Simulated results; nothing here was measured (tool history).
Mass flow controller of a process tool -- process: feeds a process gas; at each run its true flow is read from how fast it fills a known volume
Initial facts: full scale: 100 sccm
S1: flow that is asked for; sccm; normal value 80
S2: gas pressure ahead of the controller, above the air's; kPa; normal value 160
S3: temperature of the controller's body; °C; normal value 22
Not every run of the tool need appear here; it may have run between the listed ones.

{"run": 1, "hour": 0.0, "S1": 80, "S2": 160, "S3": 22, "true flow (%)": 100.07}
{"run": 2, "hour": 68.9, "S1": 80, "S2": 160, "S3": 22, "true flow (%)": 100}
{"run": 3, "hour": 125.2, "S1": 80, "S2": 160, "S3": 22, "true flow (%)": 100}
{"run": 4, "hour": 158.8, "S1": 80, "S2": 160, "S3": 22, "true flow (%)": 99.96}
{"run": 5, "hour": 190.2, "S1": 80, "S2": 160, "S3": 22, "true flow (%)": 99.96}
{"run": 6, "hour": 257.2, "S1": 80, "S2": 160, "S3": 22, "true flow (%)": 99.82}
{"run": 7, "hour": 312.3, "S1": 80, "S2": 160, "S3": 22, "true flow (%)": 100.02}
{"run": 8, "hour": 360.0, "S1": 80, "S2": 160, "S3": 22, "true flow (%)": 100.01}
{"run": 9, "hour": 408.5, "S1": 71, "S2": 160, "S3": 22, "true flow (%)": 99.87}
{"run": 10, "hour": 453.5, "S1": 80, "S2": 145, "S3": 22, "true flow (%)": 100.07}
{"run": 11, "hour": 525.2, "S1": 80, "S2": 145, "S3": 22, "true flow (%)": 99.95}
{"run": 12, "hour": 583.8, "S1": 80, "S2": 160, "S3": 22, "true flow (%)": 100.08}
{"run": 13, "hour": 618.8, "S1": 80, "S2": 160, "S3": 22, "true flow (%)": 99.99}
{"run": 14, "hour": 692.3, "S1": 80, "S2": 160, "S3": 22, "true flow (%)": 99.99}
{"run": 15, "hour": 735.9, "S1": 80, "S2": 160, "S3": 22, "true flow (%)": 100.19}
{"run": 16, "hour": 809.8, "S1": 80, "S2": 160, "S3": 22, "true flow (%)": 100}
{"run": 17, "hour": 864.7, "S1": 80, "S2": 160, "S3": 22, "true flow (%)": 100.06}
{"run": 18, "hour": 932.4, "S1": 16, "S2": 160, "S3": 22, "true flow (%)": 99.43}
{"run": 19, "hour": 965.8, "S1": 16, "S2": 160, "S3": 22, "true flow (%)": 99.43}
{"run": 20, "hour": 1035.3, "S1": 16, "S2": 160, "S3": 22, "true flow (%)": 99.45}
{"run": 21, "hour": 1078.5, "S1": 16, "S2": 160, "S3": 22, "true flow (%)": 99.43}
{"run": 22, "hour": 1153.3, "S1": 80, "S2": 160, "S3": 22, "true flow (%)": 100.2}
{"run": 23, "hour": 1218.2, "S1": 80, "S2": 160, "S3": 22, "true flow (%)": 100.04}
{"run": 24, "hour": 1286.1, "S1": 26, "S2": 160, "S3": 22, "true flow (%)": 99.43}
{"run": 25, "hour": 1327.6, "S1": 80, "S2": 160, "S3": 22, "true flow (%)": 100.13}
{"run": 26, "hour": 1382.8, "S1": 80, "S2": 216, "S3": 22, "true flow (%)": 100.25}
{"run": 27, "hour": 1443.9, "S1": 80, "S2": 216, "S3": 22, "true flow (%)": 100.23}
{"run": 28, "hour": 1493.6, "S1": 35, "S2": 223, "S3": 33, "true flow (%)": 98.76}
{"run": 29, "hour": 1538.3, "S1": 35, "S2": 223, "S3": 33, "true flow (%)": 98.74}
{"run": 30, "hour": 1591.3, "S1": 35, "S2": 223, "S3": 33, "true flow (%)": 98.81}
{"run": 31, "hour": 1630.4, "S1": 35, "S2": 172, "S3": 33, "true flow (%)": 98.6}
{"run": 32, "hour": 1697.0, "S1": 36, "S2": 160, "S3": 22, "true flow (%)": 99.65}
{"run": 33, "hour": 1760.2, "S1": 27, "S2": 161, "S3": 25, "true flow (%)": 99.41}
{"run": 34, "hour": 1822.0, "S1": 82, "S2": 198, "S3": 22, "true flow (%)": 100.08}
{"run": 35, "hour": 1888.2, "S1": 82, "S2": 150, "S3": 22, "true flow (%)": 100.06}
{"run": 36, "hour": 1944.8, "S1": 82, "S2": 150, "S3": 22, "true flow (%)": 100}
{"run": 37, "hour": 1979.6, "S1": 53, "S2": 230, "S3": 37, "true flow (%)": 98.55}
{"run": 38, "hour": 2042.2, "S1": 89, "S2": 187, "S3": 27, "true flow (%)": 99.75}
{"run": 39, "hour": 2077.0, "S1": 80, "S2": 250, "S3": 35, "true flow (%)": 99}
{"run": 40, "hour": 2134.4, "S1": 80, "S2": 250, "S3": 35, "true flow (%)": 99.07}
{"run": 41, "hour": 2182.5, "S1": 21, "S2": 226, "S3": 31, "true flow (%)": 98.72}
{"run": 42, "hour": 2217.8, "S1": 29, "S2": 259, "S3": 34, "true flow (%)": 98.56}
{"run": 43, "hour": 2286.3, "S1": 62, "S2": 160, "S3": 38, "true flow (%)": 98.45}
{"run": 44, "hour": 2336.5, "S1": 51, "S2": 160, "S3": 30, "true flow (%)": 99.08}
{"run": 45, "hour": 2373.5, "S1": 51, "S2": 165, "S3": 30, "true flow (%)": 99}
{"run": 46, "hour": 2407.6, "S1": 33, "S2": 231, "S3": 25, "true flow (%)": 99.42}
{"run": 47, "hour": 2475.5, "S1": 12, "S2": 160, "S3": 23, "true flow (%)": 99.22}
{"run": 48, "hour": 2513.4, "S1": 12, "S2": 160, "S3": 23, "true flow (%)": 99.3}
{"run": 49, "hour": 2548.2, "S1": 80, "S2": 192, "S3": 27, "true flow (%)": 99.62}

What if the next run were any one of these 3? Each begins from the tool's condition after run 49:
{"run": "A", "hour": 2602.0, "S1": 61, "S2": 251, "S3": 38, "true flow (%)": "?"}
{"run": "B", "hour": 2602.0, "S1": 24, "S2": 175, "S3": 24, "true flow (%)": "?"}
{"run": "C", "hour": 2602.0, "S1": 80, "S2": 253, "S3": 22, "true flow (%)": "?"}

run=A true_flow_(%)=98.63
run=B true_flow_(%)=99.39
run=C true_flow_(%)=100.26
Take away the tool's hidden state, keep each run's random variation, and the runs would have read:
run=A true_flow_(%)=98.61
run=B true_flow_(%)=99.38
run=C true_flow_(%)=100.24
